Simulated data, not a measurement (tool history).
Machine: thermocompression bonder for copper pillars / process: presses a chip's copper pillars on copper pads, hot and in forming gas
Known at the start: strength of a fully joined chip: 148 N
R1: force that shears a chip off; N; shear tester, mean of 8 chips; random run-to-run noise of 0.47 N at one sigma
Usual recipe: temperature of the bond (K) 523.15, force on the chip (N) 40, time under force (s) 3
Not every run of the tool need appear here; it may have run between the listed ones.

{"run": 1, "hour": 0.0, "temperature of the bond (K)": 523.15, "force on the chip (N)": 40, "time under force (s)": 3, "R1": 61.9}
{"run": 2, "hour": 18.5, "temperature of the bond (K)": 527.15, "force on the chip (N)": 40, "time under force (s)": 3, "R1": 66.2}
{"run": 3, "hour": 34.9, "temperature of the bond (K)": 533.15, "force on the chip (N)": 40, "time under force (s)": 3, "R1": 71.8}
{"run": 4, "hour": 46.1, "temperature of the bond (K)": 533.15, "force on the chip (N)": 40, "time under force (s)": 3, "R1": 71.9}
{"run": 5, "hour": 61.4, "temperature of the bond (K)": 533.15, "force on the chip (N)": 40, "time under force (s)": 3, "R1": 71.5}
{"run": 6, "hour": 78.7, "temperature of the bond (K)": 540.15, "force on the chip (N)": 58, "time under force (s)": 5, "R1": 104.8}
{"run": 7, "hour": 90.2, "temperature of the bond (K)": 550.15, "force on the chip (N)": 34, "time under force (s)": 2, "R1": 74.3}
{"hour": 93.5, "done": "heater calibrated with a thermocouple chip"}
{"run": 8, "hour": 101.5, "temperature of the bond (K)": 538.15, "force on the chip (N)": 25, "time under force (s)": 2, "R1": 54.9}
{"run": 9, "hour": 119.1, "temperature of the bond (K)": 538.15, "force on the chip (N)": 25, "time under force (s)": 2, "R1": 55.8}

Run 10 is up next; what results do you expect?
{"run": 10, "hour": 126.7, "temperature of the bond (K)": 525.15, "force on the chip (N)": 41, "time under force (s)": 3, "R1": "?"}

{"run 10": {"R1": 64.8}}
Minus the tool's unlogged condition, the same run would have read R1 63.4 N.
